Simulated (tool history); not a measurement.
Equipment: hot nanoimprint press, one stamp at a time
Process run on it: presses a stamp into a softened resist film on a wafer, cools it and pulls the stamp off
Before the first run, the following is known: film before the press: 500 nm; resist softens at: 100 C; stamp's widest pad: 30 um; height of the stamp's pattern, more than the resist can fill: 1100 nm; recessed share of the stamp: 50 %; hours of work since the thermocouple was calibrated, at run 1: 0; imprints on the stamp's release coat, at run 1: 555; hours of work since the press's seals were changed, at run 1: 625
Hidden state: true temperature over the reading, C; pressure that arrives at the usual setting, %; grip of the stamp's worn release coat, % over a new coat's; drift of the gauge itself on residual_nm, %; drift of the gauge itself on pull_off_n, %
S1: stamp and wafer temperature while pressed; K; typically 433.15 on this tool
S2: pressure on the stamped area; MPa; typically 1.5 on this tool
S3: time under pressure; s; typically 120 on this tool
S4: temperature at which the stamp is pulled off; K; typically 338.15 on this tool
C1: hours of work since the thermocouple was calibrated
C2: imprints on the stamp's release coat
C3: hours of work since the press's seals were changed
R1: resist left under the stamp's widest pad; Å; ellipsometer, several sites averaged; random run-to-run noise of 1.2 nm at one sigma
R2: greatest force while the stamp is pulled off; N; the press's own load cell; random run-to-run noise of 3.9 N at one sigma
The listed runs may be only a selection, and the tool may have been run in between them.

run   hour      S1    S2   S3      S4   C1    C2   C3    R1   R2
  1      0  433.15   1.5  120  338.15    0   555  625  2811  186
  2   15.6  433.15   1.5  120  338.15   12   643  637  2779  187
  3   36.4  433.15   1.5  120  338.15   27   761  652  2819  182
  4   57.9  433.15   1.5  120  338.15   42   882  667  2816  189
      72.4  -- press's hydraulic seals changed and the load cell set to zero
  5   85.4  433.15   1.5  120  323.15   56   992    9  2814  231
  6  105.2  433.15   1.5  120  323.15   71  1103   24  2827  240
  7  126.4  430.15   1.5  120  338.15   86  1223   39  3045  191
  8  145.7  430.15   1.5  120  338.15  100  1332   53  3049  185
  9  158.1  430.15   1.5  120  338.15  109  1402   62  3048  185
 10  174.4  430.15   1.5  120  338.15  120  1494   74  3064  191
 11  188.8  430.15   1.5  120  338.15  131  1575   84  3057  189
 12  200.8  433.15   1.5  120  338.15  139  1643   93  2835  194
 13  217.9  431.15   1.5  120  338.15  152  1739  105  3005  187
 14  230.8  431.15   1.5  120  338.15  161  1812  114  2987  189
 15  242.6  433.15   1.5  131  338.15  170  1879  123  2774  197
 16  264.7  433.15   1.5  131  338.15  186  2004  139  2765  191
 17  277.1  432.15  1.13  143  338.15  195  2074  148  3195  189
 18  291.9  433.15  1.13  143  341.15  205  2157  158  3105  182
 19  301.4  442.15   1.5  218  338.15  212  2211  165  1852  194
     330.1  -- stamp cleaned and given a new release coat
 20  330.1  442.15   1.5  218  338.15  228     0  182  1856  197
 21  351.7  430.15   1.5  120  338.15  244   122  197  3066  187
 22  369.8  430.15   1.5  120  338.15  257   223  210  3099  186
 23  388.4  444.15   1.4  152  345.15  271   329  224  2083  168
 24  407.7  431.15  1.74  130  345.15  284   438  238  2738  166
 25  422.1  436.15  1.25  107  341.15  295   519  248  3001  182
 26  442.7  433.15  0.97  206  327.15  310   635  263  3046  222
     455.7  -- plate thermocouple calibrated
 27  461.3  432.15   1.5   61  338.15    4   723  274  3505  195
 28  481.2  433.15   1.5  116  337.15   18   835  288  2903  191
 29  496.3  433.15   1.5   61  341.15   29   921  299  3421  181

Difference, measured minus no-hidden-state, one row per run. Run-to-run variation is common to both terms; the gauge's own scatter need not be:
run   R1
  1   +1
  2   +3
  3   +5
  4   +9
  5  +10
  6  +13
  7  +17
  8  +20
  9  +22
 10  +24
 11  +26
 12  +26
 13  +30
 14  +32
 15  +31
 16  +34
 17  +41
 18  +42
 19  +26
 20  +28
 21  +50
 22  +52
 23  +37
 24  +52
 25  +58
 26  +62
 27  +73
 28  +63
 29  +77
R2 without the hidden state stays within 3 N of what was measured, in all runs.
